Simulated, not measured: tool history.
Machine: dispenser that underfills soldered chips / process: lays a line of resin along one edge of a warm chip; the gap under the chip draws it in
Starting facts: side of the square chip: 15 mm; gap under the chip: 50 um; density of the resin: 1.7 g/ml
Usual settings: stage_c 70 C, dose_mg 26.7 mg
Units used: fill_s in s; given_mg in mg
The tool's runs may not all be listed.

run,hour,stage_c,dose_mg,fill_s,given_mg
1,0,70,26.7,312.7,26.35
# hour 2.5: new syringe of resin
2,8.3,66,26.7,334.9,26.28
# hour 14.3: new syringe of resin
3,16.6,70,25.8,241.4,25.37
# hour 26: new syringe of resin
4,29.1,70,25.8,245.5,25.28
# hour 37.3: new syringe of resin
5,40.7,70,30.7,241.9,29.84
6,47.7,83,26.7,184.2,25.64
# hour 49.1: new syringe of resin
7,56.2,83,26.7,162.8,25.69
# hour 61.1: new syringe of resin
8,68.1,83,26.7,157.8,25.68
# hour 73.1: new syringe of resin
# hour 85.1: new syringe of resin
9,85.1,70,29.1,211.2,27.71
# hour 92.7: dispensing valve cleaned and set on the balance
# hour 97.5: new syringe of resin
10,99.2,70,29.1,226.3,29.13
# hour 108.5: new syringe of resin
11,113.2,70,29.1,265.3,28.94
# hour 120: new syringe of resin
12,122.8,70,29.1,248.4,28.72
# hour 131.2: new syringe of resin
13,135.7,70,29.1,266.3,28.6
# hour 142.8: new syringe of resin
14,152.2,70,29.1,327.5,28.22
# hour 155.2: new syringe of resin
15,162.4,70,26.7,308,25.79
# hour 166.9: new syringe of resin
16,171.9,70,26.7,282.6,25.85
# hour 178: new syringe of resin
17,182.5,70,26.7,281.8,25.72
# hour 189.2: new syringe of resin
18,192.7,70,26.7,263.6,25.57
# hour 200.8: new syringe of resin
19,202.1,63,28,336.7,26.58
# hour 212.7: new syringe of resin
20,217.7,81,31.1,163,29.42
# hour 220.2: dispensing valve cleaned and set on the balance
# hour 225: new syringe of resin
21,235.6,81,31.1,204.3,30.71
# hour 237.1: new syringe of resin
# hour 248.8: new syringe of resin
22,250.5,81,31.1,139.6,30.58
# hour 261: new syringe of resin
23,264.7,84,23,143.5,22.38
# hour 272.6: new syringe of resin
24,277.7,84,23,156.2,22.37

Run 25 comes next. What will it give?
# hour 283.7: new syringe of resin
25,287.2,61,23,?,?

fill_s: 437.9 s
given_mg: 22.21 mg
With no hidden state in the tool, this same run would have given fill_s 337.6 s, given_mg 22.96 mg.

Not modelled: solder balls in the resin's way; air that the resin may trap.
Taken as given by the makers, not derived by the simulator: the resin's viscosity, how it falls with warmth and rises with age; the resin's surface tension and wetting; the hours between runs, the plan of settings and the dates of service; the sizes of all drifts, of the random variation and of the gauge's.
